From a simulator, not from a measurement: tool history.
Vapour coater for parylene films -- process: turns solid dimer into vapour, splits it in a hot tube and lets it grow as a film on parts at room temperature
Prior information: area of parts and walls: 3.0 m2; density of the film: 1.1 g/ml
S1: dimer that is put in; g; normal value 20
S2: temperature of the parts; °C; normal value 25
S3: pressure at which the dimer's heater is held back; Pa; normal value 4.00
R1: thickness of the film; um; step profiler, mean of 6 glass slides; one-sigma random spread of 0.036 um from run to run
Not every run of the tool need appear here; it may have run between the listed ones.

run	hour	S1	S2	S3	R1
1	0.0	20	25	4.00	3.68
2	36.3	20	25	4.00	3.64
3	61.4	20	25	4.00	3.62
4	93.2	20	25	4.00	3.66
5	127.6	20	25	4.00	3.75
6	150.5	20	25	4.00	3.64
7	181.3	20	25	4.00	3.61
8	207.7	9	25	4.00	1.64
9	236.3	20	25	4.00	3.64
10	275.5	20	25	4.00	3.60
11	299.5	20	25	4.00	3.61
12	317.7	20	25	4.00	3.62
13	357.4	20	25	4.00	3.65
14	386.2	20	25	4.00	3.63
15	413.4	20	25	4.00	3.57
16	441.8	20	25	4.00	3.57
17	467.6	20	25	4.00	3.61
18	494.8	34	25	3.70	6.16
# hour 520.6: trap's valve overhauled
19	537.1	34	25	3.70	6.49
20	572.2	35	20	3.51	7.42
21	610.2	13	26	8.43	2.10
22	635.8	13	26	8.43	2.10
23	672.2	30	19	8.55	5.56
24	708.3	20	36	10.94	2.55
25	739.2	24	36	10.94	3.07
26	758.8	36	25	9.28	5.85
27	776.5	11	25	6.68	1.86
28	795.2	13	19	3.56	2.75
29	813.7	15	18	2.54	3.41
30	845.4	15	18	2.54	3.41
31	874.3	15	18	2.54	3.41
32	901.2	18	19	9.25	3.21
33	933.4	10	31	9.25	1.40

Each row is a separate what-if for the run after 33, all from the same tool condition, not one after another. Results?
A	956.7	16	31	2.82	?
B	956.7	20	19	4.00	?
C	956.7	10	25	4.00	?

run	R1
A	2.75
B	4.14
C	1.83
What these runs would have given with no unlogged condition in the tool:
run	R1
A	2.86
B	4.30
C	1.90

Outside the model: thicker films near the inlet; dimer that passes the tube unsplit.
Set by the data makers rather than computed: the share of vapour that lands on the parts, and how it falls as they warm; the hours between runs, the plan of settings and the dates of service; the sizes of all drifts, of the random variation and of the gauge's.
